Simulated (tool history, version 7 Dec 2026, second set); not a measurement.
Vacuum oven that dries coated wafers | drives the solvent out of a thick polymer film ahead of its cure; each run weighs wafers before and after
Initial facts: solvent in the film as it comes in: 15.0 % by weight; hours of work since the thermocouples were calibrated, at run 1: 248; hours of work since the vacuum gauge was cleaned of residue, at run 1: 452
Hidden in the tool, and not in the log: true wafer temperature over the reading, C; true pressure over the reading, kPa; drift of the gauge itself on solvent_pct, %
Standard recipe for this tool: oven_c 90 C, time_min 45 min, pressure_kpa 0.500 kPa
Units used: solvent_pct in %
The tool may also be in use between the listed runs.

| run | hour | oven_c | time_min | pressure_kpa | hours of work since the thermocouples were calibrated | hours of work since the vacuum gauge was cleaned of residue | solvent_pct |
|---|---|---|---|---|---|---|---|
| 1 | 0.0 | 90 | 45 | 0.500 | 248 | 452 | 2.51 |
| 2 | 26.7 | 82 | 45 | 0.500 | 259 | 463 | 4.08 |
| 3 | 64.5 | 82 | 45 | 0.500 | 275 | 479 | 4.11 |
| 4 | 92.1 | 90 | 54 | 0.500 | 287 | 490 | 1.85 |
| 5 | 135.6 | 90 | 54 | 0.500 | 305 | 509 | 1.84 |
| 6 | 169.9 | 90 | 54 | 0.500 | 319 | 523 | 1.83 |
| 7 | 220.6 | 90 | 54 | 0.500 | 341 | 544 | 1.78 |
| 8 | 251.9 | 90 | 45 | 0.500 | 354 | 557 | 2.40 |
| 9 | 277.7 | 90 | 45 | 0.500 | 365 | 568 | 2.42 |
| 10 | 306.7 | 90 | 45 | 0.500 | 377 | 580 | 2.41 |
| 11 | 359.8 | 90 | 45 | 0.500 | 399 | 603 | 2.40 |
| 12 | 385.8 | 90 | 45 | 0.500 | 410 | 614 | 2.40 |
| 13 | 430.2 | 90 | 27 | 0.500 | 429 | 632 | 4.58 |
| 14 | 484.4 | 90 | 27 | 0.500 | 451 | 655 | 4.53 |
| 15 | 529.1 | 102 | 45 | 0.500 | 470 | 674 | 0.80 |
| 16 | 558.3 | 83 | 45 | 0.500 | 482 | 686 | 3.80 |
| 17 | 611.7 | 90 | 44 | 0.500 | 505 | 708 | 2.51 |
| 18 | 665.0 | 90 | 44 | 0.500 | 527 | 731 | 2.50 |
| 19 | 704.5 | 75 | 45 | 1.703 | 544 | 747 | 6.10 |
| 20 | 727.2 | 91 | 45 | 0.495 | 553 | 757 | 2.24 |
| 21 | 753.6 | 96 | 44 | 0.352 | 564 | 768 | 1.48 |
| 22 | 787.8 | 104 | 45 | 0.506 | 579 | 782 | 0.66 |
| 23 | 822.1 | 101 | 33 | 1.835 | 593 | 797 | 1.97 |
| 24 | 857.1 | 104 | 45 | 1.096 | 608 | 811 | 0.76 |
| 25 | 881.2 | 104 | 26 | 1.096 | 618 | 822 | 2.16 |
| 26 | 903.1 | 100 | 26 | 0.269 | 627 | 831 | 2.70 |
| 27 | 954.5 | 90 | 35 | 0.908 | 649 | 852 | 3.47 |
| 28 | 998.4 | 75 | 45 | 0.413 | 667 | 871 | 5.51 |
| 29 | 1042.6 | 86 | 35 | 0.413 | 686 | 889 | 4.11 |
| 30 | 1090.9 | 86 | 35 | 0.413 | 706 | 910 | 4.24 |
| 31 | 1125.1 | 86 | 35 | 0.413 | 720 | 924 | 4.17 |
| 32 | 1165.3 | 94 | 24 | 1.885 | 737 | 941 | 4.48 |

Run 33 is up next; what results do you expect?
| 33 | 1204.5 | 94 | 24 | 1.885 | 754 | 957 | ? |

Run 33 yielded solvent_pct 4.48 %.
On a tool with no hidden condition, and with the same random variation, this run would have come out at solvent_pct 4.57 %.
